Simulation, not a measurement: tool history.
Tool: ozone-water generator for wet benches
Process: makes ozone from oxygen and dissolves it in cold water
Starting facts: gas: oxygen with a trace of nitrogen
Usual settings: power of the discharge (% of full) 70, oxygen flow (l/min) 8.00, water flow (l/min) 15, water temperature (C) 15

run,hour,power of the discharge (% of full),oxygen flow (l/min),water flow (l/min),water temperature (C),dissolved ozone (ppm),ozone in the gas ahead of the water (g/m3)
1,0.0,70,8.00,15,15,46.7,261.8
2,60.2,70,8.00,15,15,47.0,263.5
3,99.0,70,8.00,15,15,46.9,266.1
4,164.0,70,8.00,21,15,37.5,263.0
5,197.2,70,8.00,21,15,37.5,264.6
6,244.0,70,8.00,21,15,38.0,263.5
7,276.9,70,8.00,15,15,47.0,260.6
8,308.3,70,8.00,15,15,46.5,262.3
9,350.5,70,8.00,15,15,46.7,263.2
10,400.7,70,8.00,15,15,47.0,260.8
# hour 411.4: contactor cleaned
11,475.3,70,8.00,15,15,46.0,263.3
12,545.1,70,8.00,15,15,46.6,262.1
13,602.9,70,4.08,15,15,48.2,376.7
14,657.9,70,4.08,15,15,48.0,377.9
# hour 692.9: contactor cleaned, once more
15,734.4,70,4.08,15,15,48.5,376.1
16,798.2,70,4.08,15,15,48.3,376.5
17,852.5,42,4.08,16,8,32.5,242.0
18,884.6,73,11.51,15,15,44.8,224.1
19,928.0,69,5.16,11,13,60.6,326.5
20,993.6,69,5.30,14,13,51.7,323.4
21,1039.5,43,5.30,14,13,34.0,212.4
22,1091.0,70,8.00,18,15,40.9,261.9
# hour 1133.4: water thermometer calibrated
23,1154.9,70,8.00,18,15,41.6,262.7
24,1204.5,70,8.00,18,15,41.1,263.0
25,1235.9,70,8.00,18,15,42.0,262.7
26,1281.1,85,9.49,16,17,50.0,280.8
27,1316.3,64,4.99,15,10,48.2,311.1
28,1349.6,70,8.00,15,23,39.3,259.1
29,1383.8,87,8.00,10,20,62.4,312.2
30,1413.8,76,8.00,15,15,49.9,278.9
31,1451.2,47,8.00,10,15,41.1,185.2

What if the next run were any one of these 3? Each begins from the tool's condition after run 31:
A,1491.3,70,12.89,15,15,?,?
B,1491.3,70,5.67,15,19,?,?
C,1491.3,45,8.00,10,16,?,?

run,dissolved ozone (ppm),ozone in the gas ahead of the water (g/m3)
A,42.5,201.1
B,44.4,313.8
C,39.1,178.8
Had the tool no hidden state, the same runs would have come out as:
run,dissolved ozone (ppm),ozone in the gas ahead of the water (g/m3)
A,44.1,207.8
B,46.1,324.3
C,40.0,182.5
